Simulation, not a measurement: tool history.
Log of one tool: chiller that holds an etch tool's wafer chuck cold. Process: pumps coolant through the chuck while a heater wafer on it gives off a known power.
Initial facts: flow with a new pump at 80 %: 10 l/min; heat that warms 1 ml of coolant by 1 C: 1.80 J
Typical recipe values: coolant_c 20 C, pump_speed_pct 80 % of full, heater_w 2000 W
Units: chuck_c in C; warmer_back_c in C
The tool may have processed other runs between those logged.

run	hour	coolant_c	pump_speed_pct	heater_w	chuck_c	warmer_back_c
1	0.0	20	80	2000	36.8	7.02
2	83.6	20	80	2000	36.7	7.12
3	177.9	20	80	2000	36.9	7.03
4	253.8	20	80	2000	36.6	7.05
5	398.6	20	90	2000	35.0	6.22
6	487.6	20	90	2000	35.1	6.19
7	553.2	20	90	2000	34.9	6.25
8	672.6	20	80	1060	29.1	3.78
# hour 683.4: chiller's thermometer calibrated
9	815.0	14	64	1155	26.4	5.20
10	912.7	14	64	1155	26.3	5.20

Run 11 comes next. What will it give?
11	990.7	20	90	2009	?	?

Run 11 gave chuck_c 35.4 C, warmer_back_c 6.30 C.
With no hidden state in the tool, this same run would have given chuck_c 33.5 C, warmer_back_c 5.89 C.
